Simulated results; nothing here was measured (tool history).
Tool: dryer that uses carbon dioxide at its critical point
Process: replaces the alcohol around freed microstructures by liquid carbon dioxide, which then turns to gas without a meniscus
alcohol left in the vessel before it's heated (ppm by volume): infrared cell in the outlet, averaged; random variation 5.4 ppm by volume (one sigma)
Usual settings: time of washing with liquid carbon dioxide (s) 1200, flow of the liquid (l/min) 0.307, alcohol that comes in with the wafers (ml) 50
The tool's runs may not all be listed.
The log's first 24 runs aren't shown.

| run | hour | time of washing with liquid carbon dioxide (s) | flow of the liquid (l/min) | alcohol that comes in with the wafers (ml) | alcohol left in the vessel before it's heated (ppm by volume) |
|---|---|---|---|---|---|
| 25 | 589.6 | 1680 | 0.297 | 24 | 88 |
| 26 | 614.8 | 1680 | 0.193 | 24 | 314 |
| 27 | 630.3 | 840 | 0.297 | 51 | 1536 |
| 28 | 650.9 | 1320 | 0.297 | 34 | 202 |
|  | 662.4 | inlet filter changed |
| 29 | 681.8 | 1320 | 0.297 | 34 | 134 |
| 30 | 715.1 | 1320 | 0.297 | 34 | 129 |
| 31 | 743.3 | 1320 | 0.297 | 34 | 139 |
| 32 | 775.7 | 1320 | 0.270 | 87 | 370 |
| 33 | 791.6 | 1680 | 0.204 | 22 | 176 |
| 34 | 808.2 | 960 | 0.417 | 41 | 157 |
| 35 | 830.9 | 1440 | 0.360 | 57 | 86 |
| 36 | 853.8 | 1440 | 0.360 | 57 | 90 |
| 37 | 867.9 | 1200 | 0.307 | 27 | 170 |
| 38 | 893.4 | 1200 | 0.343 | 50 | 159 |
| 39 | 916.3 | 1200 | 0.343 | 50 | 161 |
| 40 | 931.4 | 840 | 0.343 | 70 | 878 |
| 41 | 954.9 | 1200 | 0.381 | 32 | 94 |
| 42 | 977.2 | 1380 | 0.414 | 74 | 88 |
| 43 | 997.7 | 1140 | 0.201 | 55 | 1726 |

Run 44 comes next. What will it give?
| 44 | 1015.4 | 1320 | 0.325 | 41 | ? |

Run 44 gave alcohol left in the vessel before it's heated (ppm by volume) 124.
Without the tool's hidden state the same run would have given alcohol left in the vessel before it's heated (ppm by volume) 35.
